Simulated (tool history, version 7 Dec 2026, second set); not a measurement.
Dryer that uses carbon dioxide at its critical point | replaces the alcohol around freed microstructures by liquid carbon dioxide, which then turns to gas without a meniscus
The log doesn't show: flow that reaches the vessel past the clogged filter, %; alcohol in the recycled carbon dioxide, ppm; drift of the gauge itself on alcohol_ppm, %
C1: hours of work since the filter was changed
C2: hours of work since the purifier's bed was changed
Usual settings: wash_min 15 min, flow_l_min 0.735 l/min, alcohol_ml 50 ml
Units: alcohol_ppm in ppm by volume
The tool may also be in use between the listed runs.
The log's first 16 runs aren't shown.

{"run": 17, "hour": 150.8, "wash_min": 15, "flow_l_min": 0.735, "alcohol_ml": 50, "C1": 76, "C2": 183, "alcohol_ppm": 456}
{"run": 18, "hour": 158.6, "wash_min": 15, "flow_l_min": 0.735, "alcohol_ml": 50, "C1": 81, "C2": 189, "alcohol_ppm": 472}
{"run": 19, "hour": 165.2, "wash_min": 20, "flow_l_min": 0.975, "alcohol_ml": 61, "C1": 86, "C2": 193, "alcohol_ppm": 101}
{"run": 20, "hour": 175.7, "wash_min": 10, "flow_l_min": 1.002, "alcohol_ml": 21, "C1": 93, "C2": 201, "alcohol_ppm": 310}
{"run": 21, "hour": 188.3, "wash_min": 20, "flow_l_min": 1.113, "alcohol_ml": 25, "C1": 102, "C2": 210, "alcohol_ppm": 89}
{"run": 22, "hour": 197.0, "wash_min": 15, "flow_l_min": 0.97, "alcohol_ml": 25, "C1": 109, "C2": 216, "alcohol_ppm": 139}
{"run": 23, "hour": 202.7, "wash_min": 12, "flow_l_min": 0.617, "alcohol_ml": 50, "C1": 113, "C2": 220, "alcohol_ppm": 1810}
{"run": 24, "hour": 213.8, "wash_min": 18, "flow_l_min": 0.617, "alcohol_ml": 31, "C1": 121, "C2": 228, "alcohol_ppm": 379}
{"run": 25, "hour": 225.3, "wash_min": 11, "flow_l_min": 0.735, "alcohol_ml": 50, "C1": 129, "C2": 236, "alcohol_ppm": 1490}
{"run": 26, "hour": 233.0, "wash_min": 15, "flow_l_min": 0.465, "alcohol_ml": 85, "C1": 134, "C2": 241, "alcohol_ppm": 3871}
{"run": 27, "hour": 241.2, "wash_min": 15, "flow_l_min": 0.465, "alcohol_ml": 85, "C1": 140, "C2": 247, "alcohol_ppm": 3996}
{"run": 28, "hour": 252.1, "wash_min": 15, "flow_l_min": 1.176, "alcohol_ml": 23, "C1": 148, "C2": 255, "alcohol_ppm": 115}
{"run": 29, "hour": 259.4, "wash_min": 18, "flow_l_min": 0.758, "alcohol_ml": 50, "C1": 153, "C2": 260, "alcohol_ppm": 325}
{"hour": 267.8, "done": "inlet filter changed"}
{"run": 30, "hour": 270.7, "wash_min": 12, "flow_l_min": 0.76, "alcohol_ml": 79, "C1": 2, "C2": 268, "alcohol_ppm": 990}
{"run": 31, "hour": 280.1, "wash_min": 12, "flow_l_min": 0.825, "alcohol_ml": 79, "C1": 9, "C2": 274, "alcohol_ppm": 745}

Forecast each of these 5 alternatives for the next run:
{"run": "A", "hour": 291.6, "wash_min": 12, "flow_l_min": 0.825, "alcohol_ml": 20, "C1": 17, "C2": 283, "alcohol_ppm": "?"}
{"run": "B", "hour": 291.6, "wash_min": 23, "flow_l_min": 0.519, "alcohol_ml": 64, "C1": 17, "C2": 283, "alcohol_ppm": "?"}
{"run": "C", "hour": 291.6, "wash_min": 12, "flow_l_min": 1.005, "alcohol_ml": 24, "C1": 17, "C2": 283, "alcohol_ppm": "?"}
{"run": "D", "hour": 291.6, "wash_min": 24, "flow_l_min": 0.735, "alcohol_ml": 50, "C1": 17, "C2": 283, "alcohol_ppm": "?"}
{"run": "E", "hour": 291.6, "wash_min": 14, "flow_l_min": 0.735, "alcohol_ml": 30, "C1": 17, "C2": 283, "alcohol_ppm": "?"}

run=A alcohol_ppm=279
run=B alcohol_ppm=391
run=C alcohol_ppm=180
run=D alcohol_ppm=123
run=E alcohol_ppm=330
Without the tool's hidden state the same runs would have given:
run=A alcohol_ppm=162
run=B alcohol_ppm=261
run=C alcohol_ppm=70
run=D alcohol_ppm=17
run=E alcohol_ppm=208
